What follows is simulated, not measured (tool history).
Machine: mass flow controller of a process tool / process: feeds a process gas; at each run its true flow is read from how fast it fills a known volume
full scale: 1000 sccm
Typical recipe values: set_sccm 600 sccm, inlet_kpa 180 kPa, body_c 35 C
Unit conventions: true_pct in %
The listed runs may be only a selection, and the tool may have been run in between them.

run	hour	set_sccm	inlet_kpa	body_c	true_pct
1	0	600	180	35	97.31
2	309.5	103	180	35	93.19
3	558.3	181	180	35	94.56
4	861.4	600	180	35	97.06
5	1102.1	600	180	35	97.03
6	1407.8	600	180	35	96.72
7	1689.2	600	180	35	96.87
8	1862.8	600	180	35	96.84
9	2228.6	600	180	35	96.7
10	2426.7	600	180	35	96.64
# hour 2443.3: controller's zero set anew
11	2805	600	184	35	96.22
12	3080.6	600	184	35	96
13	3429.1	600	180	35	96.01
14	3700	600	180	35	95.88
15	3995.8	600	180	35	95.95
# hour 4270.1: controller's zero set anew, once more
16	4326	600	180	35	97.04
17	4656	600	180	35	96.88
18	4850.1	600	180	35	96.89
19	5007.1	103	146	22	95.51
20	5293.3	305	205	20	96.35
21	5651.3	170	142	34	95.08
22	5886.7	600	180	31	96.9
23	6260.1	600	180	31	96.77
24	6473.3	600	180	38	96.53
25	6841.5	136	179	30	94.18
26	7056.1	136	179	30	94.02
27	7305.7	600	167	32	96.48
28	7638	600	167	32	96.36
29	7876.7	600	198	30	96.24
30	8137.8	416	241	29	95.46
31	8416.8	427	243	22	95.68
32	8630	427	243	22	95.65
33	8838.7	188	180	35	93.5
34	9042.6	188	180	35	93.32

Forecast run 35:
35	9231.8	921	218	35	?

Logged for run 35: true_pct 96.83 %.
Had the tool carried no hidden state, the very same run would have given true_pct 99.23 %.
